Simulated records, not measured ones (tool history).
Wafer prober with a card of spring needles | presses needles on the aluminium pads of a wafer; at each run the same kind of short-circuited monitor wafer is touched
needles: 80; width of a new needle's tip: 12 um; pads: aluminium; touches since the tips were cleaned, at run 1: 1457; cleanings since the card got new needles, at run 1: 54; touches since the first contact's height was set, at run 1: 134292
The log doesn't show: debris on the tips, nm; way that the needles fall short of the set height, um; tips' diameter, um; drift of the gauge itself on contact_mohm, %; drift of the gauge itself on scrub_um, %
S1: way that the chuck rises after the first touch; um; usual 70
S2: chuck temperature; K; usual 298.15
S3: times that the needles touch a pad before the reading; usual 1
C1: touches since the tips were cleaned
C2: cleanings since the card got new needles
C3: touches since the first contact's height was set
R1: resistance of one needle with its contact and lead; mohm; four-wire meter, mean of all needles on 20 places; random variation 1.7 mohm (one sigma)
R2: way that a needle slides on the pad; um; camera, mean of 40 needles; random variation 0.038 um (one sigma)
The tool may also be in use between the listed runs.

run,day,S1,S2,S3,C1,C2,C3,R1,R2
1,0,70,298.15,1,1457,54,134292,179,8.75
# day 0.092: tips cleaned on abrasive film
# day 0.329: tips cleaned on abrasive film
2,0.329,59,298.15,1,0,56,137865,177,7.21
3,0.521,59,298.15,1,2146,56,140011,193,7.2
# day 0.55: tips cleaned on abrasive film
# day 0.754: tips cleaned on abrasive film
# day 0.967: tips cleaned on abrasive film
4,0.967,59,298.15,1,0,59,144865,175,7.21
# day 1.188: tips cleaned on abrasive film
5,1.208,59,298.15,1,215,60,147513,176,7.2
# day 1.417: tips cleaned on abrasive film
6,1.621,59,298.15,1,2258,61,152081,195,7.27
# day 1.667: tips cleaned on abrasive film
7,1.85,59,298.15,1,2044,62,154600,193,7.18
# day 1.875: tips cleaned on abrasive film
# day 2.079: tips cleaned on abrasive film
8,2.279,59,298.15,2,2239,64,159321,191,7.17
# day 2.317: tips cleaned on abrasive film
# day 2.546: tips cleaned on abrasive film
9,2.742,59,298.15,2,2154,66,164373,184,7.12
# day 2.762: tips cleaned on abrasive film
# day 2.975: tips cleaned on abrasive film
10,3.054,59,298.15,2,866,68,167781,177,7.14
# day 3.183: tips cleaned on abrasive film
11,3.304,59,298.15,2,1373,69,170552,182,7.11
# day 3.388: tips cleaned on abrasive film
12,3.5,59,298.15,2,1225,70,172666,181,7.1
# day 3.612: tips cleaned on abrasive film
13,3.696,70,300.15,1,930,71,174814,179,8.6
# day 3.821: tips cleaned on abrasive film
# day 4.046: tips cleaned on abrasive film
14,4.154,89,309.15,1,1234,73,179869,175,11.11
# day 4.254: tips cleaned on abrasive film
# day 4.479: tips cleaned on abrasive film
15,4.479,72,298.15,3,0,75,183381,169,8.83
# day 4.696: tips cleaned on abrasive film
16,4.742,72,315.15,2,546,76,186306,177,8.82
# day 4.912: tips cleaned on abrasive film
# day 5.121: tips cleaned on abrasive film
17,5.192,72,315.15,2,769,78,191204,176,8.76
# day 5.354: tips cleaned on abrasive film
18,5.5,70,312.15,2,1650,79,194633,182,8.49
# day 5.571: tips cleaned on abrasive film
# day 5.808: tips cleaned on abrasive film
19,5.933,70,312.15,1,1435,81,199397,187,8.55
# day 6.021: tips cleaned on abrasive film
# day 6.262: tips cleaned on abrasive film
# day 6.371: height of the first contact set anew
20,6.371,70,312.15,3,1076,83,0,177,9.15
# day 6.517: tips cleaned on abrasive film
21,6.696,70,312.15,3,2029,84,3585,178,9.14

Some steps in R1 between neighbouring runs. How much of each would the tool show without its hidden state too (settings, what came in, random variation), and how much is left for the hidden state, with any gauge scatter that isn't in both results?
Run 2 -> 3: no setting changed, nothing entered. R1 +16 mohm: hidden state +19, all else -3.
Run 3 -> 4: tips cleaned on abrasive film, tips cleaned on abrasive film, tips cleaned on abrasive film. R1 -18 mohm: hidden state -19, all else +1.
Run 5 -> 6: tips cleaned on abrasive film. R1 +19 mohm: hidden state +18, all else +1.
